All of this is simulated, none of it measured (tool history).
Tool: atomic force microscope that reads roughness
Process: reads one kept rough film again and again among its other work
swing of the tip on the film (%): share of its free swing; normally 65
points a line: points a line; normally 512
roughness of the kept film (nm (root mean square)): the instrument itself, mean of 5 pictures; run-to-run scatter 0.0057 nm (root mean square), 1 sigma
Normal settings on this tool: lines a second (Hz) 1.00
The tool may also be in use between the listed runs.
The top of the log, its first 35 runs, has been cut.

run,day,lines a second (Hz),swing of the tip on the film (%),points a line,pictures with this tip,hours of work since the height scale was calibrated,roughness of the kept film (nm (root mean square))
36,33.529,1.00,65,284,81,943,0.992
37,34.183,1.86,57,262,111,952,0.957
38,35.050,1.86,57,262,151,965,0.951
39,36.196,1.86,57,262,203,981,0.946
40,37.217,0.70,60,418,250,995,0.954
# day 38.188: new tip fitted
41,38.383,1.54,56,418,9,1011,1.017
42,39.558,1.53,56,418,62,1028,0.995
43,40.742,1.53,56,418,116,1045,0.972
44,42.050,1.45,62,685,176,1063,0.958
45,42.712,1.45,62,685,206,1072,0.943
46,43.371,1.45,80,996,237,1082,0.863
47,44.029,1.06,90,579,267,1091,0.845

Here are 3 independent what-if runs from the current tool condition. What would each one return?
# day 44.604: new tip fitted
A,45.338,1.06,64,579,34,1109,?
# day 44.604: new tip fitted
B,45.338,1.71,75,464,34,1109,?
# day 44.604: new tip fitted
C,45.338,2.57,79,690,34,1109,?

run,roughness of the kept film (nm (root mean square))
A,1.005
B,0.925
C,0.839
The same runs, with their run-to-run variation unchanged, on a tool lacking any hidden condition would have given:
run,roughness of the kept film (nm (root mean square))
A,1.011
B,0.931
C,0.844
